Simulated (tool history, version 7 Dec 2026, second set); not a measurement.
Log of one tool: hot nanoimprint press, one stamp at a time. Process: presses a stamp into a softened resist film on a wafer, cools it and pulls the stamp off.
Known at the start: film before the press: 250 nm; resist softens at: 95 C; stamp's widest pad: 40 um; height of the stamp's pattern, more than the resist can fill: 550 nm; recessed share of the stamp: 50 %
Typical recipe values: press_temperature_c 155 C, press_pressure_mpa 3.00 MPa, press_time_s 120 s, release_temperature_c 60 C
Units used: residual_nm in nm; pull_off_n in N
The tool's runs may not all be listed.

run,day,press_temperature_c,press_pressure_mpa,press_time_s,release_temperature_c,residual_nm,pull_off_n
1,0.000,155,3.00,120,60,134.6,103
2,2.292,155,3.00,120,60,136.1,106
3,3.783,155,3.00,120,60,135.4,106
4,5.296,155,3.00,120,60,136.5,112
5,7.888,155,3.00,120,60,137.2,115
6,9.833,155,3.00,120,60,137.0,119
7,12.833,155,1.95,120,60,165.5,121
8,15.825,155,1.95,120,60,165.8,124
9,19.079,155,1.95,120,60,166.2,128
10,21.329,155,1.95,120,60,166.0,132
# day 24.054: plate thermocouple calibrated
11,24.458,155,1.95,67,60,183.5,133
12,25.838,155,1.95,67,60,183.2,140
13,28.304,155,4.44,120,60,109.6,137
14,29.871,155,4.44,120,60,110.7,142
15,33.046,147,3.00,120,60,173.6,150
# day 36.529: stamp cleaned and given a new release coat
16,36.529,155,3.00,77,60,154.5,96
17,38.208,155,3.72,207,57,100.8,99
18,40.104,155,3.72,207,57,101.7,99
19,42.788,155,3.72,207,57,102.2,103
20,44.579,155,4.21,120,60,116.8,104
21,47.158,155,3.45,121,66,128.5,103
22,50.392,155,1.87,97,60,176.7,114
23,52.996,155,2.13,120,60,160.2,113
24,54.700,155,2.13,120,60,160.7,118
25,57.104,155,2.13,120,60,160.9,119
26,59.317,159,2.65,176,54,114.7,129
27,60.838,159,2.65,176,54,114.6,135
# day 64.096: plate thermocouple calibrated
28,64.196,163,2.20,100,61,126.6,131
29,65.771,163,2.20,100,61,125.9,131
30,68.288,161,2.20,104,61,133.7,135
31,70.808,155,2.20,181,61,136.3,137

Each row is a separate what-if for the run after 31, all from the same tool condition, not one after another. Results?
A,73.904,154,3.00,107,66,?,?
B,73.904,155,2.37,83,58,?,?
C,73.904,165,3.00,63,46,?,?

run,residual_nm,pull_off_n
A,145.6,133
B,166.7,147
C,122.6,156
Without the tool's hidden state the same runs would have given:
run,residual_nm,pull_off_n
A,139.5,89
B,161.5,100
C,117.3,106
